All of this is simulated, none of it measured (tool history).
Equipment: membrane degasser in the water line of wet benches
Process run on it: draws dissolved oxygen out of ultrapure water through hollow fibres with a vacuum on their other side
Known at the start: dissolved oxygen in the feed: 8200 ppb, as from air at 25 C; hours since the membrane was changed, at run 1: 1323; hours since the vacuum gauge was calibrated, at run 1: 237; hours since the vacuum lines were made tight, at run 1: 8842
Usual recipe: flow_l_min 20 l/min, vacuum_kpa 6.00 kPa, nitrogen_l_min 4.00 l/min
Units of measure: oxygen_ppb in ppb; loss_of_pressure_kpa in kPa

| run | hour | flow_l_min | vacuum_kpa | nitrogen_l_min | hours since the membrane was changed | hours since the vacuum gauge was calibrated | hours since the vacuum lines were made tight | oxygen_ppb | loss_of_pressure_kpa |
|---|---|---|---|---|---|---|---|---|---|
| 1 | 0.0 | 20 | 6.00 | 4.00 | 1323 | 237 | 8842 | 61.1 | 29.43 |
| 2 | 64.6 | 20 | 6.00 | 4.00 | 1388 | 301 | 8906 | 61.0 | 29.48 |
| 3 | 136.2 | 12 | 6.00 | 4.00 | 1459 | 373 | 8978 | 23.2 | 17.60 |
| 4 | 176.7 | 20 | 5.61 | 4.00 | 1500 | 414 | 9018 | 56.2 | 29.51 |
| 5 | 259.2 | 20 | 6.00 | 9.40 | 1582 | 496 | 9101 | 40.9 | 29.33 |
| 6 | 351.7 | 20 | 6.00 | 9.40 | 1675 | 589 | 9193 | 41.8 | 29.36 |
| 7 | 416.2 | 20 | 6.00 | 9.40 | 1739 | 653 | 9258 | 41.7 | 29.51 |
| 8 | 459.9 | 20 | 6.00 | 6.84 | 1783 | 697 | 9302 | 46.5 | 29.54 |
| 9 | 514.7 | 27 | 6.00 | 4.00 | 1838 | 752 | 9356 | 127.9 | 39.72 |
| 10 | 556.0 | 27 | 6.00 | 4.00 | 1879 | 793 | 9398 | 130.2 | 39.54 |
|  | 621.4 | seals of the vacuum lines changed |
| 11 | 638.1 | 20 | 10.53 | 4.00 | 1959 | 873 | 17 | 114.4 | 29.54 |
| 12 | 705.2 | 16 | 6.00 | 4.00 | 2026 | 940 | 84 | 36.9 | 23.72 |
| 13 | 783.0 | 16 | 6.00 | 4.00 | 2104 | 1018 | 162 | 37.9 | 23.68 |
| 14 | 875.1 | 16 | 6.00 | 4.00 | 2196 | 1110 | 254 | 36.8 | 23.67 |
| 15 | 939.0 | 12 | 11.17 | 2.82 | 2260 | 1174 | 318 | 85.3 | 17.89 |
| 16 | 1018.4 | 12 | 11.17 | 2.82 | 2340 | 1253 | 397 | 85.7 | 17.83 |
| 17 | 1098.1 | 26 | 12.57 | 10.20 | 2419 | 1333 | 477 | 133.1 | 38.41 |
| 18 | 1176.3 | 26 | 12.57 | 2.27 | 2497 | 1411 | 555 | 319.1 | 38.19 |
| 19 | 1248.5 | 14 | 12.57 | 4.66 | 2570 | 1483 | 627 | 74.7 | 20.89 |
| 20 | 1337.0 | 20 | 6.00 | 2.51 | 2658 | 1572 | 716 | 81.3 | 29.31 |
| 21 | 1391.3 | 20 | 6.00 | 2.51 | 2712 | 1626 | 770 | 80.4 | 29.59 |
| 22 | 1444.3 | 20 | 6.00 | 2.51 | 2765 | 1679 | 823 | 81.7 | 29.46 |
| 23 | 1535.0 | 20 | 6.00 | 2.51 | 2856 | 1770 | 914 | 82.7 | 29.35 |
| 24 | 1582.1 | 20 | 6.00 | 2.51 | 2903 | 1817 | 961 | 81.1 | 29.77 |
| 25 | 1637.6 | 16 | 14.42 | 2.41 | 2959 | 1872 | 1016 | 186.9 | 23.53 |
| 26 | 1687.4 | 20 | 14.42 | 1.72 | 3009 | 1922 | 1066 | 320.5 | 29.66 |

Predict each of these 3 candidate next runs independently; none follows another, all start after run 26:
| A | 1743.4 | 14 | 8.78 | 1.72 | 3065 | 1978 | 1122 | ? | ? |
| B | 1743.4 | 20 | 6.00 | 2.01 | 3065 | 1978 | 1122 | ? | ? |
| C | 1743.4 | 20 | 4.54 | 1.72 | 3065 | 1978 | 1122 | ? | ? |

| run | oxygen_ppb | loss_of_pressure_kpa |
|---|---|---|
| A | 112.5 | 20.75 |
| B | 95.1 | 29.76 |
| C | 65.4 | 29.57 |
Without the tool's hidden state the same runs would have given:
| run | oxygen_ppb | loss_of_pressure_kpa |
|---|---|---|
| A | 110.1 | 20.48 |
| B | 91.0 | 29.36 |
| C | 61.1 | 29.17 |
